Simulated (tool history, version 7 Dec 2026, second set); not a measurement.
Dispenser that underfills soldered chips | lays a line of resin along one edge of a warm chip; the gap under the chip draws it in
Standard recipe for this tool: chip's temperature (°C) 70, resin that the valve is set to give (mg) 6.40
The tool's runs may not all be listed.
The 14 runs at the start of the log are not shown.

run,hour,chip's temperature (°C),resin that the valve is set to give (mg),time until the resin shows at the far edge (s),resin that the valve gave (mg)
15,54.0,70,6.40,55.1,5.99
# hour 57.8: dispensing valve cleaned and set on the balance
16,58.5,70,6.40,64.0,6.40
17,60.9,58,6.40,136.5,6.47
# hour 63.9: new syringe of resin
18,65.8,70,7.15,50.8,7.08
19,69.9,70,7.15,61.1,7.11
20,74.3,71,5.73,71.2,5.59
# hour 76.9: new syringe of resin
21,77.7,71,5.73,47.3,5.70
22,81.3,84,5.73,29.1,5.68
23,84.3,70,5.41,64.6,5.41
24,86.8,80,7.58,41.5,7.45
25,88.9,84,5.67,38.6,5.55
# hour 89.5: new syringe of resin
26,93.8,74,6.69,46.3,6.57
27,98.5,77,6.76,47.3,6.61
# hour 102.2: new syringe of resin
28,103.2,72,5.57,46.9,5.40
29,107.3,72,5.57,54.6,5.48
30,110.7,72,5.57,62.5,5.43
31,112.8,67,8.20,85.6,7.84
# hour 114.9: new syringe of resin
32,117.5,67,8.20,61.6,7.83
33,121.7,59,6.07,113.1,5.91
34,125.6,73,7.53,62.8,7.24
# hour 127.7: new syringe of resin
35,130.0,68,6.21,57.7,5.98
36,135.0,75,6.49,48.5,6.21
37,137.5,72,7.26,62.6,6.93

Branching from run 37: 3 alternative next runs. What would each branch give?
# hour 140.4: new syringe of resin
A,141.9,83,5.41,?,?
# hour 140.4: new syringe of resin
B,141.9,84,6.96,?,?
# hour 140.4: new syringe of resin
C,141.9,57,7.88,?,?

run,time until the resin shows at the far edge (s),resin that the valve gave (mg)
A,27.4,5.24
B,25.2,6.70
C,104.1,7.57
With no hidden state in the tool, these same runs would have given:
run,time until the resin shows at the far edge (s),resin that the valve gave (mg)
A,26.3,5.48
B,24.3,7.02
C,101.5,7.93
